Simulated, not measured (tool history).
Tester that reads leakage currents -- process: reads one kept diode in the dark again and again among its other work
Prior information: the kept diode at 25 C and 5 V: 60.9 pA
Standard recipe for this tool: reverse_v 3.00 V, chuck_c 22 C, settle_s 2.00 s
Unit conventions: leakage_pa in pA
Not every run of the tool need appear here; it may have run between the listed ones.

run	hour	reverse_v	chuck_c	settle_s	leakage_pa
1	0.0	3.00	22	2.00	46.64
2	36.7	3.00	22	2.00	46.53
3	74.7	3.00	22	2.00	46.68
4	108.4	3.00	22	2.00	46.56
5	166.8	3.00	22	1.76	46.59
6	197.9	3.00	22	1.76	46.67
7	236.6	3.00	22	1.76	46.57
8	281.6	3.00	23	2.00	49.64
9	311.3	3.69	22	2.00	50.96
10	367.1	3.69	22	2.00	51.11
11	428.2	3.69	22	2.00	51.05
12	464.6	3.69	41	2.00	190.26
13	499.6	3.69	41	2.00	188.52
14	555.3	3.00	30	2.00	81.05
15	597.7	4.62	30	2.00	96.42
16	629.5	4.62	30	2.00	97.51
17	673.4	4.62	30	2.00	96.72
18	703.8	4.62	30	2.00	97.11
19	757.7	4.62	30	2.00	96.46
20	812.3	4.62	30	7.99	96.75
# hour 838.7: probe card cleaned and baked
21	855.0	4.62	30	7.99	82.05
22	908.6	14.33	30	9.72	122.75
23	941.8	8.38	30	9.72	101.25
24	975.2	8.38	30	9.72	101.18
25	1009.5	8.38	30	9.72	100.93
26	1059.2	8.38	31	2.33	109.92
# hour 1096.5: chuck's temperature calibrated
27	1100.3	8.38	31	2.33	121.11
28	1154.6	18.89	29	7.83	139.52
29	1188.3	2.17	34	2.19	93.98
30	1224.1	10.92	32	5.41	143.80
31	1270.8	1.57	40	0.87	130.24
32	1333.5	5.14	30	2.00	93.46
33	1384.5	5.14	30	2.00	93.73
34	1417.4	1.51	27	0.75	47.78
35	1474.0	3.00	22	2.26	40.82
36	1529.7	2.60	44	3.27	205.80
37	1561.4	5.54	50	0.61	410.46
38	1604.8	6.65	56	0.83	654.47
39	1664.5	6.65	56	0.83	655.41
40	1703.5	6.91	56	0.83	661.74
41	1738.9	3.33	24	3.69	49.40

Predict each of these 3 candidate next runs independently; none follows another, all start after run 41:
A	1801.0	3.33	24	1.57	?
B	1801.0	3.33	20	3.69	?
C	1801.0	18.61	39	2.15	?

run	leakage_pa
A	49.31
B	36.18
C	291.33
With the hidden condition removed and each run's random variation left untouched, the same runs would have given:
run	leakage_pa
A	48.72
B	35.22
C	287.52
